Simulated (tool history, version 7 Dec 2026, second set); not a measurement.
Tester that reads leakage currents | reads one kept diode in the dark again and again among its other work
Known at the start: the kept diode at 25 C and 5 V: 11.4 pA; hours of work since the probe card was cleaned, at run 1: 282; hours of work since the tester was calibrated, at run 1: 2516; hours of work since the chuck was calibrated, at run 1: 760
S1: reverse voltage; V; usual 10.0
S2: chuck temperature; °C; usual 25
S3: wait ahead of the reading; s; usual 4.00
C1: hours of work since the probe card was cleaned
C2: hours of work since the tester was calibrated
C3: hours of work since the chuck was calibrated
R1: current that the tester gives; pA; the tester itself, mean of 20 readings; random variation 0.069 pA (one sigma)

run	day	S1	S2	S3	C1	C2	C3	R1
1	0.000	10.0	25	4.00	282	2516	760	15.25
2	3.533	10.0	25	4.00	323	2557	801	15.42
3	11.512	10.0	25	4.00	413	2647	891	15.80
# day 17.150: chuck's temperature calibrated
4	17.150	10.0	25	2.62	476	2710	0	18.34
5	24.650	10.0	25	2.62	562	2796	85	18.97
6	29.092	10.0	39	2.62	612	2846	136	44.86
7	35.475	10.0	39	2.62	685	2919	208	44.78
8	39.588	10.0	39	2.62	732	2966	255	44.93
9	43.650	10.0	39	2.62	778	3012	301	45.03
10	47.467	10.0	39	2.62	821	3055	345	45.05
11	52.400	10.0	25	4.00	877	3111	401	19.73
12	58.467	10.0	25	4.00	946	3180	470	19.90
13	64.346	10.0	25	8.81	1013	3247	537	20.03
14	69.479	10.0	25	0.44	1072	3306	595	22.88
15	77.788	10.0	25	0.44	1166	3400	690	23.22
16	84.754	10.0	25	4.00	1245	3479	769	20.89
17	92.171	10.0	25	4.00	1330	3564	853	21.26
18	97.242	10.0	25	4.00	1387	3621	911	21.62
# day 101.796: chuck's temperature calibrated
19	104.938	6.7	25	7.56	1474	3708	36	18.89
20	113.004	6.2	30	7.09	1566	3800	127	23.60
21	119.879	6.8	21	1.04	1644	3878	206	16.72
22	126.175	6.8	21	1.04	1716	3950	277	16.83
23	130.179	2.6	25	2.53	1761	3995	323	11.13
24	138.250	10.0	43	0.89	1853	4087	415	64.18
25	144.517	10.0	34	4.00	1924	4158	486	38.98
26	151.133	3.8	45	4.00	2000	4233	561	43.65
27	156.446	8.8	25	0.95	2060	4294	622	24.92
# day 157.725: tester calibrated
28	164.917	8.8	25	0.95	2155	82	717	25.84
29	168.783	3.7	23	0.95	2199	126	761	13.32
30	176.096	3.7	23	0.95	2282	209	844	13.45
31	181.979	17.7	26	4.00	2349	276	911	44.78
# day 185.821: chuck's temperature calibrated
32	186.312	10.3	25	2.54	2398	324	6	31.21
33	192.138	8.7	23	3.02	2464	391	72	26.07
34	195.708	11.7	23	2.90	2505	431	112	32.57
35	202.008	11.7	23	2.90	2576	503	184	32.75
36	207.771	3.1	20	1.35	2642	568	250	11.53

3 ways to go on from here, each from the tool as it stands after run 36. What would each give?
A	211.388	5.8	40	7.67	2683	609	291	?
B	211.388	19.0	46	5.63	2683	609	291	?
C	211.388	3.1	31	1.35	2683	609	291	?

run	R1
A	44.53
B	116.64
C	19.65
Without the tool's hidden state the same runs would have given:
run	R1
A	36.40
B	88.72
C	15.14
